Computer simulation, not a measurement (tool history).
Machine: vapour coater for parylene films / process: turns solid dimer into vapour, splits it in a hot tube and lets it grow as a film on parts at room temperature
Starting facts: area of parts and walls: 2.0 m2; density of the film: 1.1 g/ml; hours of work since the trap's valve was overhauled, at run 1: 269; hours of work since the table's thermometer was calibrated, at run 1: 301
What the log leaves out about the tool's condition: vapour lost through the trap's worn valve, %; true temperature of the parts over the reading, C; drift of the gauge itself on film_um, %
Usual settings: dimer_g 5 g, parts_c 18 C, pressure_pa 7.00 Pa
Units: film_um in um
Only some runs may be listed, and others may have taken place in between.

run,hour,dimer_g,parts_c,pressure_pa,hours of work since the trap's valve was overhauled,hours of work since the table's thermometer was calibrated,film_um
1,0.0,5,18,7.00,269,301,1.55
2,13.0,5,18,7.00,275,308,1.55
3,24.5,5,18,3.89,281,313,1.58
4,37.0,5,18,3.89,287,319,1.54
5,46.7,5,18,2.20,291,324,1.61
6,54.1,4,18,7.00,295,327,1.21
7,69.8,4,15,7.00,303,335,1.38
8,79.2,4,15,3.23,307,340,1.44
9,90.3,4,15,3.23,313,345,1.43
10,100.9,4,18,3.23,318,350,1.28
11,113.0,4,18,3.23,324,356,1.26
12,128.1,9,18,3.23,331,363,2.82
13,139.3,5,18,7.00,337,369,1.52
14,149.0,5,18,7.00,341,374,1.51
15,165.5,5,18,7.00,349,382,1.49
16,173.7,5,20,7.00,353,386,1.40
17,188.9,5,20,7.00,361,393,1.41
18,202.7,5,19,7.00,367,400,1.41
19,217.4,5,19,7.00,375,407,1.46
20,224.6,2,27,5.54,378,410,0.39
21,233.8,2,16,2.61,383,415,0.65
22,249.9,2,17,2.01,390,423,0.67
23,264.8,4,22,2.76,398,430,1.07
24,276.6,4,22,2.76,403,436,1.06
25,285.7,2,11,7.00,408,440,0.80
26,301.3,2,11,7.00,415,448,0.78
27,312.2,3,17,10.90,421,453,0.92
28,320.1,3,17,10.90,425,457,0.87
29,334.7,8,14,3.04,432,464,2.89
30,343.8,5,17,2.46,436,468,1.62
31,353.2,4,18,11.87,441,473,1.13
32,367.1,4,18,11.87,447,480,1.17
33,374.6,4,18,2.37,451,483,1.24
34,386.2,5,20,8.73,457,489,1.30
35,395.7,5,13,2.50,461,494,1.88
36,410.0,2,21,5.16,468,501,0.52

Selected run-to-run steps in film_um, each split into two signed amounts: the part the tool would show with no hidden state at all (from settings, incoming material and random variation), and the remainder, which goes to the hidden state together with any gauge scatter not common to the measured and the hidden-state-free results:
Run 11 -> 12: dimer_g 4 -> 9. film_um +1.56 um: hidden state -0.10, all else +1.66.
Run 28 -> 29: dimer_g 3 -> 8, parts_c 17 -> 14, pressure_pa 10.90 -> 3.04. film_um +2.02 um: hidden state -0.18, all else +2.20.
Run 29 -> 30: dimer_g 8 -> 5, parts_c 14 -> 17, pressure_pa 3.04 -> 2.46. film_um -1.27 um: hidden state +0.12, all else -1.39.
Run 35 -> 36: dimer_g 5 -> 2, parts_c 13 -> 21, pressure_pa 2.50 -> 5.16. film_um -1.36 um: hidden state +0.13, all else -1.49.
